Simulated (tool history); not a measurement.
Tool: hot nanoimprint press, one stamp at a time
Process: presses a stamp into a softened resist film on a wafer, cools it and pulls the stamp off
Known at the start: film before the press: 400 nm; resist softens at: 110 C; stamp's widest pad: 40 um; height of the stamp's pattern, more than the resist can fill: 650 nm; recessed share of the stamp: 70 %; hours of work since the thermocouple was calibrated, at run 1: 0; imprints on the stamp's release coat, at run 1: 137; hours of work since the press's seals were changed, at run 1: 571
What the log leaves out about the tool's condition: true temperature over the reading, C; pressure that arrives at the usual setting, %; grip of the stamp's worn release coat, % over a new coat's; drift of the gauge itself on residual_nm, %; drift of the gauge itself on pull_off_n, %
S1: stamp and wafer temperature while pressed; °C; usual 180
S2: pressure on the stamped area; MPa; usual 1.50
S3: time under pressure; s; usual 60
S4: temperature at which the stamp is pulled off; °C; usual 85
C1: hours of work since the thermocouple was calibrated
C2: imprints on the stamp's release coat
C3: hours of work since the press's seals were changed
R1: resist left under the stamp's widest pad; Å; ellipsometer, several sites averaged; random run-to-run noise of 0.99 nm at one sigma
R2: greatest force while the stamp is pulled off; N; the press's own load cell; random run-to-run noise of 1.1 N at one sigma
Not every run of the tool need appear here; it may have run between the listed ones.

run     day   S1    S2   S3  S4   C1    C2   C3    R1   R2
  1   0.000  180  1.50   60  85    0   137  571  1688  104
  2   1.112  180  1.50   60  85   13   187  585  1718  105
  3   1.696  180  1.50   60  85   20   213  592  1698  104
  4   2.400  180  1.50   60  85   29   244  600  1702  107
  5   3.142  180  1.50   60  85   38   278  609  1705  105
  6   4.438  180  1.50   60  85   53   336  625  1700  107
  7   5.554  180  1.50   60  85   67   386  638  1715  106
  8   6.933  180  1.50   60  85   83   448  655  1725  108
  9   7.817  180  1.50   60  85   94   488  665  1715  107
 10   8.400  180  1.50   60  85  101   514  672  1747  108
 11   9.179  180  1.53   60  85  110   549  682  1716  107
 12  10.350  180  1.53   60  85  125   601  696  1728  108
 13  11.075  181  1.53   60  85  133   634  704  1654  112
 14  12.254  181  1.76   60  85  147   687  719  1552  109
 15  13.542  180  1.50   63  85  163   745  734  1721  113
 16  14.192  180  1.50   33  85  171   774  742  2155  110
     14.933  -- press's hydraulic seals changed and the load cell set to zero
 17  15.904  181  1.62   33  85  187   836   12  1968  111
 18  17.054  172  1.63  114  85  201   887   26  1895  113
 19  18.496  180  1.24   34  86  218   952   43  2274  109
 20  19.321  186  0.97   34  86  228   989   53  2075  114
 21  20.746  189  1.00   69  78  246  1053   70  1415  126
 22  21.758  186  1.94   98  87  258  1099   82   965  111
 23  22.921  180  1.83   60  77  272  1151   96  1584  129
 24  23.921  170  2.05   57  83  284  1195  108  2373  118
 25  24.592  170  2.05   57  83  292  1226  116  2387  121
 26  25.283  170  2.05   57  83  300  1257  125  2379  119
 27  25.946  170  2.05   57  83  308  1286  133  2379  120
 28  26.704  176  1.10   38  85  317  1321  142  2696  117
 29  27.871  176  1.10   38  85  331  1373  156  2692  120

Hidden state at the last listed run before each entry between runs and at the first one after, where it differs:
Run 16 -> run 17: press's hydraulic seals changed and the load cell set to zero (day 14.933)
  true temperature over the reading, C: -0.58 -> -0.65; pressure that arrives at the usual setting, %: 94.63 -> 99.19; grip of the stamp's worn release coat, % over a new coat's: 7.4 -> 8
  what was measured, less what the result would be without the hidden state, R1: +98 -> +58 Å; R2: +8 -> +9 N

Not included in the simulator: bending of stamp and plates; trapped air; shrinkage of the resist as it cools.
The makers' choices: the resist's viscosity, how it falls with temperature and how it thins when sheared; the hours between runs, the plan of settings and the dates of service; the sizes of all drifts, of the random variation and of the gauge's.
